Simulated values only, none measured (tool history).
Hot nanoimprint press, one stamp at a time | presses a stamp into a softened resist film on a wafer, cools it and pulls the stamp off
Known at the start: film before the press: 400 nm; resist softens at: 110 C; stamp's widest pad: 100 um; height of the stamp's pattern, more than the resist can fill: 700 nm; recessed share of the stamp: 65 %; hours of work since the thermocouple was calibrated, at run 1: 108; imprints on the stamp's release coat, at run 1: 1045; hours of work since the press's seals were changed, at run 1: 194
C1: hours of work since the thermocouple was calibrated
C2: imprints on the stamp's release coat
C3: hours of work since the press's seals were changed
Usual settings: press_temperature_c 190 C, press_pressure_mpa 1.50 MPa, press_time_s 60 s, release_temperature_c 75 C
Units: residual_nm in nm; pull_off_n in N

run 1 hour=0.0 | press_temperature_c=190 press_pressure_mpa=1.50 press_time_s=60 release_temperature_c=75 | C1=108 C2=1045 C3=194 | residual_nm=235.2 pull_off_n=223
run 2 hour=10.7 | press_temperature_c=190 press_pressure_mpa=1.50 press_time_s=60 release_temperature_c=75 | C1=113 C2=1080 C3=200 | residual_nm=234.6 pull_off_n=219
run 3 hour=18.1 | press_temperature_c=190 press_pressure_mpa=1.06 press_time_s=60 release_temperature_c=75 | C1=117 C2=1104 C3=203 | residual_nm=262.1 pull_off_n=225
run 4 hour=28.7 | press_temperature_c=190 press_pressure_mpa=1.06 press_time_s=60 release_temperature_c=79 | C1=122 C2=1138 C3=209 | residual_nm=260.5 pull_off_n=206
run 5 hour=36.4 | press_temperature_c=190 press_pressure_mpa=1.50 press_time_s=60 release_temperature_c=75 | C1=126 C2=1163 C3=212 | residual_nm=234.3 pull_off_n=227
run 6 hour=45.2 | press_temperature_c=190 press_pressure_mpa=1.50 press_time_s=60 release_temperature_c=75 | C1=130 C2=1192 C3=217 | residual_nm=234.0 pull_off_n=231
run 7 hour=54.5 | press_temperature_c=190 press_pressure_mpa=1.50 press_time_s=60 release_temperature_c=75 | C1=135 C2=1222 C3=221 | residual_nm=235.3 pull_off_n=233
run 8 hour=59.7 | press_temperature_c=190 press_pressure_mpa=1.50 press_time_s=60 release_temperature_c=75 | C1=138 C2=1239 C3=224 | residual_nm=234.2 pull_off_n=221
run 9 hour=69.2 | press_temperature_c=190 press_pressure_mpa=1.50 press_time_s=91 release_temperature_c=75 | C1=142 C2=1270 C3=229 | residual_nm=205.0 pull_off_n=232
run 10 hour=75.7 | press_temperature_c=190 press_pressure_mpa=1.50 press_time_s=60 release_temperature_c=75 | C1=145 C2=1291 C3=232 | residual_nm=234.1 pull_off_n=230
run 11 hour=80.9 | press_temperature_c=192 press_pressure_mpa=1.50 press_time_s=60 release_temperature_c=75 | C1=148 C2=1308 C3=235 | residual_nm=225.2 pull_off_n=235
-- hour=84.4 plate thermocouple calibrated
run 12 hour=94.5 | press_temperature_c=192 press_pressure_mpa=1.50 press_time_s=60 release_temperature_c=75 | C1=5 C2=1343 C3=240 | residual_nm=227.0 pull_off_n=236
run 13 hour=101.8 | press_temperature_c=190 press_pressure_mpa=1.50 press_time_s=60 release_temperature_c=75 | C1=9 C2=1366 C3=244 | residual_nm=238.2 pull_off_n=247
run 14 hour=108.6 | press_temperature_c=190 press_pressure_mpa=1.50 press_time_s=88 release_temperature_c=75 | C1=12 C2=1388 C3=247 | residual_nm=209.4 pull_off_n=245
run 15 hour=118.4 | press_temperature_c=190 press_pressure_mpa=1.50 press_time_s=88 release_temperature_c=75 | C1=17 C2=1420 C3=252 | residual_nm=208.1 pull_off_n=245
run 16 hour=125.2 | press_temperature_c=190 press_pressure_mpa=1.50 press_time_s=33 release_temperature_c=81 | C1=20 C2=1442 C3=255 | residual_nm=281.7 pull_off_n=226
-- hour=132.9 plate thermocouple calibrated, once more
run 17 hour=138.6 | press_temperature_c=190 press_pressure_mpa=1.45 press_time_s=119 release_temperature_c=78 | C1=3 C2=1476 C3=260 | residual_nm=183.4 pull_off_n=236
run 18 hour=146.6 | press_temperature_c=190 press_pressure_mpa=1.45 press_time_s=119 release_temperature_c=78 | C1=7 C2=1502 C3=264 | residual_nm=183.4 pull_off_n=233
run 19 hour=153.8 | press_temperature_c=187 press_pressure_mpa=1.77 press_time_s=41 release_temperature_c=80 | C1=10 C2=1526 C3=268 | residual_nm=262.4 pull_off_n=221
run 20 hour=160.0 | press_temperature_c=187 press_pressure_mpa=1.08 press_time_s=108 release_temperature_c=80 | C1=14 C2=1546 C3=271 | residual_nm=229.0 pull_off_n=216
run 21 hour=165.1 | press_temperature_c=186 press_pressure_mpa=1.03 press_time_s=38 release_temperature_c=82 | C1=16 C2=1563 C3=274 | residual_nm=311.7 pull_off_n=217
run 22 hour=172.1 | press_temperature_c=186 press_pressure_mpa=1.03 press_time_s=38 release_temperature_c=82 | C1=20 C2=1585 C3=277 | residual_nm=311.8 pull_off_n=214
run 23 hour=181.5 | press_temperature_c=190 press_pressure_mpa=2.27 press_time_s=72 release_temperature_c=77 | C1=24 C2=1616 C3=282 | residual_nm=184.1 pull_off_n=237
run 24 hour=191.2 | press_temperature_c=185 press_pressure_mpa=2.27 press_time_s=72 release_temperature_c=63 | C1=29 C2=1648 C3=287 | residual_nm=209.3 pull_off_n=293
run 25 hour=201.1 | press_temperature_c=185 press_pressure_mpa=2.27 press_time_s=72 release_temperature_c=63 | C1=34 C2=1680 C3=291 | residual_nm=210.8 pull_off_n=303
run 26 hour=207.6 | press_temperature_c=185 press_pressure_mpa=2.15 press_time_s=34 release_temperature_c=82 | C1=37 C2=1701 C3=295 | residual_nm=270.7 pull_off_n=217
run 27 hour=217.4 | press_temperature_c=182 press_pressure_mpa=1.50 press_time_s=35 release_temperature_c=75 | C1=42 C2=1733 C3=300 | residual_nm=309.2 pull_off_n=253
run 28 hour=225.2 | press_temperature_c=182 press_pressure_mpa=1.50 press_time_s=35 release_temperature_c=75 | C1=46 C2=1758 C3=303 | residual_nm=309.3 pull_off_n=248
run 29 hour=234.7 | press_temperature_c=179 press_pressure_mpa=1.50 press_time_s=75 release_temperature_c=60 | C1=51 C2=1789 C3=308 | residual_nm=274.1 pull_off_n=318

4 ways to go on from here, each from the tool as it stands after run 29. What would each give?
run A hour=241.6 | press_temperature_c=181 press_pressure_mpa=1.08 press_time_s=60 release_temperature_c=77 | C1=54 C2=1811 C3=312 | residual_nm=? pull_off_n=?
run B hour=241.6 | press_temperature_c=190 press_pressure_mpa=0.98 press_time_s=31 release_temperature_c=75 | C1=54 C2=1811 C3=312 | residual_nm=? pull_off_n=?
run C hour=241.6 | press_temperature_c=198 press_pressure_mpa=1.50 press_time_s=35 release_temperature_c=75 | C1=54 C2=1811 C3=312 | residual_nm=? pull_off_n=?
run D hour=241.6 | press_temperature_c=190 press_pressure_mpa=1.34 press_time_s=60 release_temperature_c=75 | C1=54 C2=1811 C3=312 | residual_nm=? pull_off_n=?

run=A residual_nm=301.3 pull_off_n=240
run=B residual_nm=313.0 pull_off_n=251
run=C residual_nm=233.0 pull_off_n=250
run=D residual_nm=240.7 pull_off_n=249
Without the tool's hidden state the same runs would have given:
run=A residual_nm=300.1 pull_off_n=172
run=B residual_nm=312.0 pull_off_n=181
run=C residual_nm=231.7 pull_off_n=179
run=D residual_nm=239.4 pull_off_n=178
